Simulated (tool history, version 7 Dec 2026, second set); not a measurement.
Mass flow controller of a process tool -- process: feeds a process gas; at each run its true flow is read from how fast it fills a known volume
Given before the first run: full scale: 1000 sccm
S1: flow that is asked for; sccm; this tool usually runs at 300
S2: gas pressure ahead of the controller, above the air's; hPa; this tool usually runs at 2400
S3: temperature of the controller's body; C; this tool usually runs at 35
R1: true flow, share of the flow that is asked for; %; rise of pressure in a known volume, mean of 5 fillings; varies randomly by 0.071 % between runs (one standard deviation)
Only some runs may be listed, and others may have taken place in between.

Run 1, day 0.000: usual settings. Result: R1 100.70 %.
Run 2, day 3.475: usual settings but S1 923 sccm. Result: R1 101.29 %.
Run 3, day 7.462: usual settings but S1 923 sccm. Result: R1 101.36 %.
Run 4, day 10.254: usual settings but S1 923 sccm. Result: R1 101.18 %.
Run 5, day 12.267: usual settings but S1 923 sccm. Result: R1 101.60 %.
Run 6, day 16.325: usual settings. Result: R1 101.17 %.
Run 7, day 18.325: usual settings. Result: R1 101.05 %.
Run 8, day 22.150: usual settings. Result: R1 101.31 %.
Run 9, day 24.412: usual settings but S1 104 sccm, S2 2270 hPa, S3 38 C. Result: R1 101.37 %.
Run 10, day 28.308: usual settings but S1 208 sccm, S3 24 C. Result: R1 100.25 %.
Run 11, day 30.021: usual settings but S1 445 sccm, S3 29 C. Result: R1 100.74 %.
Run 12, day 33.938: usual settings but S1 207 sccm, S2 1580 hPa, S3 26 C. Result: R1 99.88 %.

Here are 4 independent what-if runs from the current tool condition. What would each one return?
Run A, day 36.083: usual settings but S1 144 sccm, S2 1770 hPa, S3 39 C. Result: R1 ?.
Run B, day 36.083: usual settings but S1 530 sccm. Result: R1 ?.
Run C, day 36.083: usual settings but S1 736 sccm, S2 2350 hPa, S3 28 C. Result: R1 ?.
Run D, day 36.083: usual settings but S1 409 sccm, S2 1580 hPa, S3 27 C. Result: R1 ?.

run      R1
  A  101.30
  B  101.57
  C  100.90
  D  100.13
Take away the tool's hidden state, keep each run's random variation, and the runs would have read:
run      R1
  A  100.73
  B  101.00
  C  100.33
  D   99.56
